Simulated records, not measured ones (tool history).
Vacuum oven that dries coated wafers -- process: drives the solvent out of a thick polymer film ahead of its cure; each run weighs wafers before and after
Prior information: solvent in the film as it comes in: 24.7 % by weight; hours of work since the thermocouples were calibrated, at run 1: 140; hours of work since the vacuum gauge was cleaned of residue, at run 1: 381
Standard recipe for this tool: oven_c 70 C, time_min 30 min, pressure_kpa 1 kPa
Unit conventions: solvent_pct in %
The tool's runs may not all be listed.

run	hour	oven_c	time_min	pressure_kpa	hours of work since the thermocouples were calibrated	hours of work since the vacuum gauge was cleaned of residue	solvent_pct
1	0	70	30	1	140	381	1.64
2	13.7	70	30	1	148	390	1.56
3	27.4	70	30	1	156	398	1.61
4	46.3	70	30	1	168	409	1.6
5	64.1	70	30	1	178	420	1.59
6	81.2	70	30	1	189	431	1.55
7	89.6	70	30	1	194	436	1.59
8	99.5	65	30	1	200	442	3.25
9	110.5	65	30	1	207	448	3.22
10	126.9	70	30	1	217	458	1.67
11	142.2	70	30	1	226	468	1.66
12	157.7	70	30	1	235	477	1.69
13	170.5	63	30	1	243	485	4.2
14	184.9	83	30	1	252	493	0.28
15	200.5	83	30	1	261	503	0.28
16	213	83	30	1	269	510	0.3
17	221.5	83	30	1	274	516	0.24
18	230.1	70	47	1	279	521	0.71
19	242.6	70	47	1	287	528	0.71
20	260.3	70	47	1	297	539	0.64
21	274.2	70	19	1	306	548	3.74
22	284.5	82	26	0.63	312	554	0.27
23	294.7	82	26	0.63	318	560	0.21
24	306.1	82	18	0.78	325	567	0.59
25	321.6	82	19	0.82	335	576	0.63
26	334.2	82	19	0.82	342	584	0.6
27	349.3	77	19	0.82	351	593	1.38
28	358.5	76	19	0.82	357	599	1.66
29	374.5	76	19	0.82	367	608	1.63
30	390.3	76	34	2.76	376	618	1.02
31	408.8	70	28	2.5	387	629	2.47
32	420.3	61	17	1.5	394	636	9.23
33	432.4	58	40	1	402	643	4.75

Predict the results of run 34:
34	448.2	58	40	1	411	653	?

Run 34 measured solvent_pct 4.79 %.
Take away the tool's hidden state, keep the run-to-run variation as it was, and the same run would have given solvent_pct 4.81 %.

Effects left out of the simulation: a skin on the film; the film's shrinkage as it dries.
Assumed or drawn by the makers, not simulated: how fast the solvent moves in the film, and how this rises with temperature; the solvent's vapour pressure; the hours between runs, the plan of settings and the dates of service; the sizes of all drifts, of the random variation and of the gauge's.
